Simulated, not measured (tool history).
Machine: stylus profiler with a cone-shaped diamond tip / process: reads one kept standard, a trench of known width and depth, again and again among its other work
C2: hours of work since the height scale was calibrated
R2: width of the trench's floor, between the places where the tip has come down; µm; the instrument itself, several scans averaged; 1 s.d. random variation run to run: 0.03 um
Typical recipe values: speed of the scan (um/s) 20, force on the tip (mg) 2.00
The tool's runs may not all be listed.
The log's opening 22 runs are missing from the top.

run 23 day=55.471 | speed_of_the_scan_(um/s)=20 force_on_the_tip_(mg)=1.06 | scans_with_this_tip=7446 C2=108 | depth_of_the_trench_(nm)=1007.51 R2=15.37
run 24 day=57.921 | speed_of_the_scan_(um/s)=20 force_on_the_tip_(mg)=1.06 | scans_with_this_tip=7650 C2=142 | depth_of_the_trench_(nm)=1007.06 R2=15.34
run 25 day=60.721 | speed_of_the_scan_(um/s)=5 force_on_the_tip_(mg)=1.06 | scans_with_this_tip=7883 C2=181 | depth_of_the_trench_(nm)=1006.69 R2=15.40
run 26 day=62.850 | speed_of_the_scan_(um/s)=6 force_on_the_tip_(mg)=1.55 | scans_with_this_tip=8060 C2=211 | depth_of_the_trench_(nm)=1008.97 R2=15.44
run 27 day=64.862 | speed_of_the_scan_(um/s)=67 force_on_the_tip_(mg)=1.67 | scans_with_this_tip=8228 C2=239 | depth_of_the_trench_(nm)=1009.77 R2=15.11
run 28 day=66.250 | speed_of_the_scan_(um/s)=33 force_on_the_tip_(mg)=2.53 | scans_with_this_tip=8343 C2=258 | depth_of_the_trench_(nm)=1012.56 R2=15.28
run 29 day=67.617 | speed_of_the_scan_(um/s)=16 force_on_the_tip_(mg)=3.22 | scans_with_this_tip=8457 C2=277 | depth_of_the_trench_(nm)=1014.97 R2=15.34
run 30 day=69.442 | speed_of_the_scan_(um/s)=16 force_on_the_tip_(mg)=3.22 | scans_with_this_tip=8609 C2=303 | depth_of_the_trench_(nm)=1015.24 R2=15.43
run 31 day=72.121 | speed_of_the_scan_(um/s)=27 force_on_the_tip_(mg)=1.05 | scans_with_this_tip=8832 C2=340 | depth_of_the_trench_(nm)=1006.06 R2=15.28
run 32 day=73.942 | speed_of_the_scan_(um/s)=7 force_on_the_tip_(mg)=2.50 | scans_with_this_tip=8983 C2=365 | depth_of_the_trench_(nm)=1012.05 R2=15.32
run 33 day=76.446 | speed_of_the_scan_(um/s)=7 force_on_the_tip_(mg)=2.50 | scans_with_this_tip=9192 C2=400 | depth_of_the_trench_(nm)=1012.05 R2=15.29
run 34 day=79.021 | speed_of_the_scan_(um/s)=7 force_on_the_tip_(mg)=2.50 | scans_with_this_tip=9406 C2=436 | depth_of_the_trench_(nm)=1012.04 R2=15.28

Branching from run 34: 3 alternative next runs. What would each branch give?
run A day=80.867 | speed_of_the_scan_(um/s)=75 force_on_the_tip_(mg)=1.06 | scans_with_this_tip=9560 C2=462 | depth_of_the_trench_(nm)=? R2=?
run B day=80.867 | speed_of_the_scan_(um/s)=10 force_on_the_tip_(mg)=1.99 | scans_with_this_tip=9560 C2=462 | depth_of_the_trench_(nm)=? R2=?
run C day=80.867 | speed_of_the_scan_(um/s)=20 force_on_the_tip_(mg)=2.50 | scans_with_this_tip=9560 C2=462 | depth_of_the_trench_(nm)=? R2=?

run=A depth_of_the_trench_(nm)=1005.45 R2=14.90
run=B depth_of_the_trench_(nm)=1009.82 R2=15.26
run=C depth_of_the_trench_(nm)=1011.70 R2=15.23
Without the tool's unlogged condition, the same runs would have read:
run=A depth_of_the_trench_(nm)=1007.75 R2=15.58
run=B depth_of_the_trench_(nm)=1012.13 R2=15.94
run=C depth_of_the_trench_(nm)=1014.02 R2=15.91
